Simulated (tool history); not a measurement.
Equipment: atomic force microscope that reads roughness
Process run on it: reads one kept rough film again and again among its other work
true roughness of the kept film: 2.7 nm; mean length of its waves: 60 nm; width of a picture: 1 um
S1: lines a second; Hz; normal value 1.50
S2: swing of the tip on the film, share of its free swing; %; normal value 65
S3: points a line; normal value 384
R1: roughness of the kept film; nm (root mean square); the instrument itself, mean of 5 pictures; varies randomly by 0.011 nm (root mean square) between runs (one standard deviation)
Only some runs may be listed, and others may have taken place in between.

| run | hour | S1 | S2 | S3 | R1 |
|---|---|---|---|---|---|
| 1 | 0.0 | 1.50 | 65 | 384 | 2.454 |
| 2 | 36.4 | 1.50 | 69 | 384 | 2.430 |
| 3 | 55.9 | 1.50 | 69 | 384 | 2.399 |
| 4 | 86.2 | 1.50 | 69 | 384 | 2.393 |
| 5 | 127.2 | 1.50 | 65 | 384 | 2.424 |
| 6 | 164.0 | 1.50 | 65 | 384 | 2.396 |
|  | 168.4 | height scale calibrated on a step standard |
| 7 | 203.2 | 0.58 | 70 | 711 | 2.454 |
|  | 214.2 | new tip fitted |
| 8 | 236.5 | 0.66 | 61 | 711 | 2.613 |
| 9 | 270.3 | 1.91 | 65 | 412 | 2.522 |
| 10 | 297.9 | 1.57 | 63 | 604 | 2.548 |
|  | 313.0 | height scale calibrated on a step standard, once more |
| 11 | 326.0 | 2.37 | 59 | 510 | 2.507 |

Here are 3 independent what-if runs from the current tool condition. What would each one return?
| A | 357.1 | 1.50 | 68 | 384 | ? |
| B | 357.1 | 0.73 | 83 | 760 | ? |
| C | 357.1 | 1.82 | 66 | 260 | ? |

| run | R1 |
|---|---|
| A | 2.464 |
| B | 2.440 |
| C | 2.438 |
Stripped of hidden state, with their random variation kept, the same runs would have yielded:
| run | R1 |
|---|---|
| A | 2.519 |
| B | 2.494 |
| C | 2.492 |
